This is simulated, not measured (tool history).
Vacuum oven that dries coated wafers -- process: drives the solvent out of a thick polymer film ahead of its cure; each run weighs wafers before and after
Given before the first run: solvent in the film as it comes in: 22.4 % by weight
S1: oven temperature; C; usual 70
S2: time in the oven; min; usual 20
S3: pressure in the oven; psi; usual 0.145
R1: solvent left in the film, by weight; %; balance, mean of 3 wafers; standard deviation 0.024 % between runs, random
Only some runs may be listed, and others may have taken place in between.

run,hour,S1,S2,S3,R1
1,0,70,20,0.145,5.18
2,26.5,70,20,0.145,5.09
3,66.1,70,20,0.145,5.17
4,122.7,70,20,0.145,5.15
5,185.8,70,20,0.145,5.12
6,230.2,70,20,0.145,5.14
7,257.1,70,20,0.145,5.15
8,292.8,70,20,0.145,5.14
9,329,70,20,0.145,5.11
10,359.8,70,20,0.145,5.07
11,406.1,70,20,0.145,5.13
12,439.8,61,20,0.145,7.86
13,492.6,61,20,0.145,7.78
14,541.8,83,20,0.145,2.09
15,569.6,83,20,0.145,2.09
16,611.2,70,20,0.145,5.09
17,669.7,70,20,0.145,5.09
18,697,70,20,0.145,5.08
19,754,70,20,0.145,5.12
20,807.6,70,20,0.081,4.9
21,845.1,70,20,0.081,4.87
22,892.1,70,15,0.12,6.84
23,925.8,67,21,0.292,6.22
24,988,76,16,0.292,5.2
# hour 993.1: oven's thermocouples calibrated
25,1033.6,80,21,0.196,2.5
26,1092.7,80,24,0.152,1.87
# hour 1124.6: oven's thermocouples calibrated, once more
27,1126.5,64,20,0.088,6.95
28,1189.2,64,20,0.088,6.91
29,1240.3,64,20,0.088,6.85
30,1266.7,64,20,0.088,6.9
31,1296.9,72,34,0.222,2.48
32,1339.8,72,34,0.222,2.45
33,1367.8,60,20,0.145,8.45
34,1426.3,68,20,0.145,5.89
35,1478.5,68,20,0.145,5.87

Hidden state or all else? Some run-to-run changes of R1, split into what the settings, what came in and random variation would give without the hidden state, and what is left for the hidden state (with any gauge scatter that isn't in both results):
Hidden state present: true wafer temperature over the reading, C; true pressure over the reading, kPa; drift of the gauge itself on solvent_pct, %.
Run 13 -> 14: S1 61 -> 83. R1 -5.69 %: hidden state +0, all else -5.69.
Run 23 -> 24: S1 67 -> 76, S2 21 -> 16. R1 -1.02 %: hidden state -0.03, all else -0.99.
Run 26 -> 27: S1 80 -> 64, S2 24 -> 20, S3 0.152 -> 0.088, oven's thermocouples calibrated, once more. R1 +5.08 %: hidden state +0.25, all else +4.83.
Run 32 -> 33: S1 72 -> 60, S2 34 -> 20, S3 0.222 -> 0.145. R1 +6 %: hidden state +0.02, all else +5.98.
Run 33 -> 34: S1 60 -> 68. R1 -2.56 %: hidden state -0.04, all else -2.52.
